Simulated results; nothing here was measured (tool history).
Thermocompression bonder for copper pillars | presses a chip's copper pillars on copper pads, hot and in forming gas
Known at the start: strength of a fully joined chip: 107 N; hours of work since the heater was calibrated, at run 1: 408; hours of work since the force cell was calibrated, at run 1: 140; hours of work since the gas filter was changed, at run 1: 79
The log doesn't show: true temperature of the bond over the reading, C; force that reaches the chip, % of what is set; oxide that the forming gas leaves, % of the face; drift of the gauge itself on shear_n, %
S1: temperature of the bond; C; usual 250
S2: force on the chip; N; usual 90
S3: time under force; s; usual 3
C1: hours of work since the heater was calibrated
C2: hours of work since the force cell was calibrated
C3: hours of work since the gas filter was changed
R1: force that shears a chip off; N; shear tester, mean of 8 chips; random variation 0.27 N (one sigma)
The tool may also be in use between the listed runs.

{"run": 1, "hour": 0.0, "S1": 250, "S2": 90, "S3": 3, "C1": 408, "C2": 140, "C3": 79, "R1": 71.7}
{"run": 2, "hour": 18.4, "S1": 270, "S2": 90, "S3": 3, "C1": 416, "C2": 148, "C3": 87, "R1": 83.7}
{"run": 3, "hour": 38.7, "S1": 270, "S2": 90, "S3": 3, "C1": 425, "C2": 157, "C3": 96, "R1": 83.6}
{"run": 4, "hour": 54.3, "S1": 270, "S2": 90, "S3": 3, "C1": 432, "C2": 164, "C3": 103, "R1": 83.5}
{"run": 5, "hour": 71.1, "S1": 270, "S2": 90, "S3": 3, "C1": 440, "C2": 172, "C3": 111, "R1": 83.8}
{"run": 6, "hour": 85.4, "S1": 270, "S2": 90, "S3": 3, "C1": 446, "C2": 178, "C3": 117, "R1": 83.4}
{"run": 7, "hour": 112.1, "S1": 270, "S2": 90, "S3": 3, "C1": 458, "C2": 190, "C3": 129, "R1": 83.4}
{"run": 8, "hour": 133.7, "S1": 250, "S2": 90, "S3": 5, "C1": 467, "C2": 199, "C3": 138, "R1": 80.8}
{"run": 9, "hour": 149.3, "S1": 250, "S2": 90, "S3": 5, "C1": 474, "C2": 206, "C3": 145, "R1": 79.7}
{"hour": 175.5, "done": "forming gas filter changed"}
{"run": 10, "hour": 175.9, "S1": 250, "S2": 90, "S3": 5, "C1": 486, "C2": 218, "C3": 0, "R1": 82.9}
{"run": 11, "hour": 209.2, "S1": 250, "S2": 90, "S3": 3, "C1": 500, "C2": 233, "C3": 15, "R1": 73.0}
{"run": 12, "hour": 230.1, "S1": 250, "S2": 90, "S3": 3, "C1": 510, "C2": 242, "C3": 24, "R1": 73.2}
{"run": 13, "hour": 249.4, "S1": 250, "S2": 90, "S3": 3, "C1": 518, "C2": 250, "C3": 33, "R1": 72.9}
{"run": 14, "hour": 281.0, "S1": 250, "S2": 90, "S3": 3, "C1": 532, "C2": 264, "C3": 47, "R1": 72.7}
{"run": 15, "hour": 304.7, "S1": 250, "S2": 60, "S3": 3, "C1": 543, "C2": 275, "C3": 57, "R1": 55.3}
{"run": 16, "hour": 321.1, "S1": 250, "S2": 60, "S3": 3, "C1": 550, "C2": 282, "C3": 64, "R1": 55.1}
{"run": 17, "hour": 351.4, "S1": 250, "S2": 60, "S3": 3, "C1": 563, "C2": 295, "C3": 78, "R1": 55.0}
{"run": 18, "hour": 372.0, "S1": 250, "S2": 60, "S3": 3, "C1": 573, "C2": 305, "C3": 87, "R1": 55.2}
{"run": 19, "hour": 400.2, "S1": 250, "S2": 60, "S3": 3, "C1": 585, "C2": 317, "C3": 99, "R1": 54.9}
{"run": 20, "hour": 422.7, "S1": 250, "S2": 60, "S3": 3, "C1": 595, "C2": 327, "C3": 109, "R1": 54.6}
{"hour": 426.0, "done": "force cell calibrated"}
{"run": 21, "hour": 450.1, "S1": 250, "S2": 102, "S3": 8, "C1": 606, "C2": 11, "C3": 121, "R1": 92.7}
{"run": 22, "hour": 476.3, "S1": 250, "S2": 102, "S3": 8, "C1": 618, "C2": 22, "C3": 132, "R1": 92.3}
{"run": 23, "hour": 505.8, "S1": 250, "S2": 102, "S3": 8, "C1": 631, "C2": 35, "C3": 145, "R1": 92.0}
{"hour": 518.7, "done": "force cell calibrated, once more"}
{"run": 24, "hour": 529.3, "S1": 245, "S2": 80, "S3": 3, "C1": 641, "C2": 5, "C3": 155, "R1": 61.8}
{"hour": 532.4, "done": "forming gas filter changed"}
{"run": 25, "hour": 544.2, "S1": 245, "S2": 80, "S3": 3, "C1": 647, "C2": 11, "C3": 5, "R1": 63.9}
{"run": 26, "hour": 568.8, "S1": 274, "S2": 59, "S3": 3, "C1": 658, "C2": 22, "C3": 16, "R1": 69.6}
{"run": 27, "hour": 595.9, "S1": 276, "S2": 83, "S3": 4, "C1": 670, "C2": 34, "C3": 28, "R1": 89.1}
{"run": 28, "hour": 624.3, "S1": 276, "S2": 83, "S3": 4, "C1": 683, "C2": 46, "C3": 41, "R1": 89.2}
{"run": 29, "hour": 648.0, "S1": 266, "S2": 74, "S3": 2, "C1": 693, "C2": 57, "C3": 51, "R1": 65.9}
{"run": 30, "hour": 682.0, "S1": 224, "S2": 66, "S3": 6, "C1": 708, "C2": 72, "C3": 66, "R1": 53.2}
{"run": 31, "hour": 712.2, "S1": 253, "S2": 80, "S3": 3, "C1": 721, "C2": 85, "C3": 80, "R1": 67.9}
{"run": 32, "hour": 737.1, "S1": 253, "S2": 80, "S3": 3, "C1": 732, "C2": 96, "C3": 91, "R1": 67.9}
{"run": 33, "hour": 767.3, "S1": 266, "S2": 89, "S3": 4, "C1": 746, "C2": 110, "C3": 104, "R1": 85.0}
{"run": 34, "hour": 783.0, "S1": 266, "S2": 89, "S3": 4, "C1": 753, "C2": 117, "C3": 111, "R1": 84.7}
{"run": 35, "hour": 808.9, "S1": 250, "S2": 90, "S3": 5, "C1": 764, "C2": 128, "C3": 122, "R1": 79.9}
{"run": 36, "hour": 842.8, "S1": 244, "S2": 117, "S3": 5, "C1": 779, "C2": 143, "C3": 137, "R1": 85.4}
{"run": 37, "hour": 862.5, "S1": 250, "S2": 90, "S3": 4, "C1": 788, "C2": 152, "C3": 146, "R1": 75.4}
{"hour": 887.0, "done": "forming gas filter changed"}
{"run": 38, "hour": 894.7, "S1": 250, "S2": 109, "S3": 2, "C1": 802, "C2": 166, "C3": 3, "R1": 72.5}
{"run": 39, "hour": 927.6, "S1": 250, "S2": 109, "S3": 2, "C1": 816, "C2": 180, "C3": 18, "R1": 72.8}

Forecast each of these 4 alternatives for the next run:
{"run": "A", "hour": 943.2, "S1": 250, "S2": 90, "S3": 8, "C1": 823, "C2": 187, "C3": 25, "R1": "?"}
{"run": "B", "hour": 943.2, "S1": 235, "S2": 89, "S3": 5, "C1": 823, "C2": 187, "C3": 25, "R1": "?"}
{"run": "C", "hour": 943.2, "S1": 233, "S2": 69, "S3": 3, "C1": 823, "C2": 187, "C3": 25, "R1": "?"}
{"run": "D", "hour": 943.2, "S1": 223, "S2": 129, "S3": 2, "C1": 823, "C2": 187, "C3": 25, "R1": "?"}

run=A R1=89.3
run=B R1=71.0
run=C R1=49.4
run=D R1=60.3
Without the tool's hidden state the same runs would have given:
run=A R1=91.3
run=B R1=73.4
run=C R1=51.5
run=D R1=62.7
